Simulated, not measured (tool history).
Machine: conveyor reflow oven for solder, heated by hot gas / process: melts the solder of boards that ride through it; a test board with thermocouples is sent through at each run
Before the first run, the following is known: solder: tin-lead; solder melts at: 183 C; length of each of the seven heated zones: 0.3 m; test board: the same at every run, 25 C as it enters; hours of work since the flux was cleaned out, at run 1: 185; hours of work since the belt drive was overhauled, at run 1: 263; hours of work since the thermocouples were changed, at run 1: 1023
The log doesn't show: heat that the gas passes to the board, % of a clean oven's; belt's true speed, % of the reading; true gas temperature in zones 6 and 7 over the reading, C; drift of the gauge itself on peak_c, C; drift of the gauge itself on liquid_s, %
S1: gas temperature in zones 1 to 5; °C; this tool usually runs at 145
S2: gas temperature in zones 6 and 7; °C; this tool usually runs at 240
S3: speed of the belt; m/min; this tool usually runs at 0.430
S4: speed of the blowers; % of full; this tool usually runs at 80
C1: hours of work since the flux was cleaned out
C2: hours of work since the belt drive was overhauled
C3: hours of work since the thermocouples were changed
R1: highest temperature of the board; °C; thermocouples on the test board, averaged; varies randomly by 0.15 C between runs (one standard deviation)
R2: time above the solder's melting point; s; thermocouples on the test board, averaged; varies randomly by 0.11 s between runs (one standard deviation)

run,hour,S1,S2,S3,S4,C1,C2,C3,R1,R2
1,0.0,145,240,0.430,80,185,263,1023,226.8,72.4
# hour 9.7: thermocouples of zones 6 and 7 changed
2,21.2,145,240,0.430,80,196,273,7,227.0,72.3
3,38.2,145,240,0.430,80,206,283,16,226.5,72.4
4,52.0,145,240,0.430,80,214,291,24,226.7,72.3
5,66.1,145,240,0.430,80,222,299,32,226.6,72.6
6,87.4,145,240,0.430,80,234,311,44,226.6,72.5
7,103.7,157,240,0.430,80,243,320,53,228.5,78.5
8,121.2,145,240,0.467,80,253,330,63,224.7,65.0
9,141.4,145,240,0.430,80,265,342,75,226.9,72.3
10,151.8,145,240,0.511,80,271,348,81,221.4,57.3
11,161.1,150,250,0.431,80,276,353,86,236.3,78.9
12,172.4,134,252,0.510,59,282,360,93,219.2,51.3
13,188.6,134,252,0.510,59,291,369,102,219.2,51.3
14,204.2,138,253,0.495,62,300,378,111,224.3,57.8
15,221.8,138,239,0.495,62,310,388,121,213.2,49.5
16,242.0,157,235,0.474,89,322,399,132,223.7,68.8
17,254.8,157,235,0.474,89,329,406,139,223.6,68.6

Below are 3 alternative next runs, each starting from the tool's condition after run 17. Predict each:
A,274.9,136,255,0.430,77,341,418,151,?,?
B,274.9,147,242,0.409,80,341,418,151,?,?
C,274.9,140,240,0.430,80,341,418,151,?,?

run,R1,R2
A,237.7,75.2
B,230.3,78.9
C,226.1,69.9
The same runs, with their run-to-run variation unchanged, on a tool lacking any hidden condition would have given:
run,R1,R2
A,237.8,75.3
B,230.4,78.9
C,226.1,70.0
